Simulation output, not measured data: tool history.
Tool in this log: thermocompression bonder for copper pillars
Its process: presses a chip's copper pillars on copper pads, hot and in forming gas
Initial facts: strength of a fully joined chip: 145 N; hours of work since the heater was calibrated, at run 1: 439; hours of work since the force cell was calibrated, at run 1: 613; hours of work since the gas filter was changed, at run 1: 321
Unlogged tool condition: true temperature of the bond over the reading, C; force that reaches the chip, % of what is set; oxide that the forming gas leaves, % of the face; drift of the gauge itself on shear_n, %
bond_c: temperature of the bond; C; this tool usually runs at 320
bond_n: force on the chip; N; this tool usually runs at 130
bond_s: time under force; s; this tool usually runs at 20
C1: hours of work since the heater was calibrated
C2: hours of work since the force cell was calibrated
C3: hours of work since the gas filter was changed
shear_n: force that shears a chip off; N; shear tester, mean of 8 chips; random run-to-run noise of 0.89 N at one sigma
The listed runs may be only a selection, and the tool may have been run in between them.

run 1 hour=0.0 | bond_c=320 bond_n=130 bond_s=20 | C1=439 C2=613 C3=321 | shear_n=72.1
run 2 hour=30.8 | bond_c=320 bond_n=130 bond_s=20 | C1=463 C2=637 C3=344 | shear_n=73.5
-- hour=33.7 forming gas filter changed
run 3 hour=60.5 | bond_c=320 bond_n=165 bond_s=20 | C1=485 C2=659 C3=21 | shear_n=88.0
run 4 hour=84.6 | bond_c=320 bond_n=165 bond_s=20 | C1=503 C2=677 C3=39 | shear_n=85.3
run 5 hour=98.7 | bond_c=320 bond_n=87 bond_s=20 | C1=514 C2=688 C3=50 | shear_n=51.4
run 6 hour=119.1 | bond_c=320 bond_n=87 bond_s=20 | C1=530 C2=704 C3=65 | shear_n=52.6
run 7 hour=150.8 | bond_c=320 bond_n=87 bond_s=20 | C1=554 C2=728 C3=90 | shear_n=51.6
run 8 hour=174.3 | bond_c=324 bond_n=130 bond_s=20 | C1=572 C2=746 C3=108 | shear_n=74.9
-- hour=188.4 force cell calibrated
run 9 hour=198.8 | bond_c=320 bond_n=121 bond_s=40 | C1=590 C2=8 C3=125 | shear_n=86.5

Expected results for the next run?
run 10 hour=223.1 | bond_c=302 bond_n=87 bond_s=15 | C1=609 C2=27 C3=144 | shear_n=?

{"run 10": {"shear_n": 38.7}}
With no hidden state in the tool, this same run would have given shear_n 38.9 N.

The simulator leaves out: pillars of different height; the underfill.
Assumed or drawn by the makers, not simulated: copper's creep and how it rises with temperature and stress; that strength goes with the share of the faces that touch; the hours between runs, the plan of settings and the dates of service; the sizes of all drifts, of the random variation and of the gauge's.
